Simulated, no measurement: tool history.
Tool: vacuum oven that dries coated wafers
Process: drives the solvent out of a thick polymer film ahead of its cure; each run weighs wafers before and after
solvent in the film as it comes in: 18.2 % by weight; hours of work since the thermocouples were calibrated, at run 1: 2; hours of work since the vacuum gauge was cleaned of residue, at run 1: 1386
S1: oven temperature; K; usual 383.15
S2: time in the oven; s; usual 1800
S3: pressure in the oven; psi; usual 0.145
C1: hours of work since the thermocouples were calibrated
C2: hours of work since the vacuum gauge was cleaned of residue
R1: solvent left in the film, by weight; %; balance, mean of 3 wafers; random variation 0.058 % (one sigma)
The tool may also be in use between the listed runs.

run 1 hour=0.0 | S1=383.15 S2=1800 S3=0.145 | C1=2 C2=1386 | R1=2.92
run 2 hour=85.7 | S1=383.15 S2=1800 S3=0.145 | C1=46 C2=1430 | R1=2.96
run 3 hour=157.9 | S1=383.15 S2=1800 S3=0.145 | C1=84 C2=1467 | R1=2.96
run 4 hour=260.8 | S1=383.15 S2=1800 S3=0.145 | C1=137 C2=1520 | R1=3.02
run 5 hour=379.7 | S1=383.15 S2=1800 S3=0.145 | C1=198 C2=1582 | R1=3.06
run 6 hour=465.8 | S1=383.15 S2=1800 S3=0.145 | C1=243 C2=1626 | R1=3.04
run 7 hour=538.1 | S1=383.15 S2=1800 S3=0.145 | C1=280 C2=1663 | R1=3.09
run 8 hour=599.3 | S1=383.15 S2=1800 S3=0.145 | C1=312 C2=1695 | R1=3.08
run 9 hour=672.4 | S1=395.15 S2=1800 S3=0.145 | C1=349 C2=1733 | R1=0.93
run 10 hour=785.3 | S1=395.15 S2=1800 S3=0.145 | C1=408 C2=1791 | R1=0.94
run 11 hour=875.5 | S1=383.15 S2=1800 S3=0.145 | C1=454 C2=1838 | R1=3.03
run 12 hour=942.7 | S1=383.15 S2=1800 S3=0.093 | C1=489 C2=1873 | R1=3.07
run 13 hour=1055.4 | S1=383.15 S2=1800 S3=0.120 | C1=547 C2=1931 | R1=3.11
run 14 hour=1143.2 | S1=387.15 S2=1800 S3=0.081 | C1=593 C2=1976 | R1=2.26
run 15 hour=1269.8 | S1=383.15 S2=1800 S3=0.145 | C1=658 C2=2042 | R1=3.11
run 16 hour=1396.7 | S1=380.15 S2=2160 S3=0.363 | C1=724 C2=2107 | R1=3.31
run 17 hour=1521.3 | S1=383.15 S2=960 S3=0.145 | C1=788 C2=2171 | R1=6.39
run 18 hour=1647.4 | S1=383.15 S2=960 S3=0.145 | C1=853 C2=2237 | R1=6.44
run 19 hour=1737.0 | S1=379.15 S2=1800 S3=0.254 | C1=899 C2=2283 | R1=4.42
run 20 hour=1836.6 | S1=377.15 S2=1020 S3=0.113 | C1=951 C2=2334 | R1=7.76
run 21 hour=1902.6 | S1=377.15 S2=1020 S3=0.113 | C1=985 C2=2368 | R1=7.61
run 22 hour=2006.5 | S1=377.15 S2=1020 S3=0.113 | C1=1039 C2=2422 | R1=7.84
run 23 hour=2072.9 | S1=392.15 S2=2760 S3=0.145 | C1=1073 C2=2456 | R1=0.51

Forecast each of these 5 alternatives for the next run:
run A hour=2130.0 | S1=391.15 S2=1260 S3=0.435 | C1=1102 C2=2486 | R1=?
run B hour=2130.0 | S1=373.15 S2=1380 S3=0.168 | C1=1102 C2=2486 | R1=?
run C hour=2130.0 | S1=397.15 S2=1800 S3=0.379 | C1=1102 C2=2486 | R1=?
run D hour=2130.0 | S1=386.15 S2=1800 S3=0.145 | C1=1102 C2=2486 | R1=?
run E hour=2130.0 | S1=379.15 S2=1260 S3=0.242 | C1=1102 C2=2486 | R1=?

run=A R1=3.37
run=B R1=7.45
run=C R1=1.12
run=D R1=2.65
run=E R1=6.22
Without the tool's hidden state the same runs would have given:
run=A R1=3.05
run=B R1=7.04
run=C R1=0.95
run=D R1=2.33
run=E R1=5.83
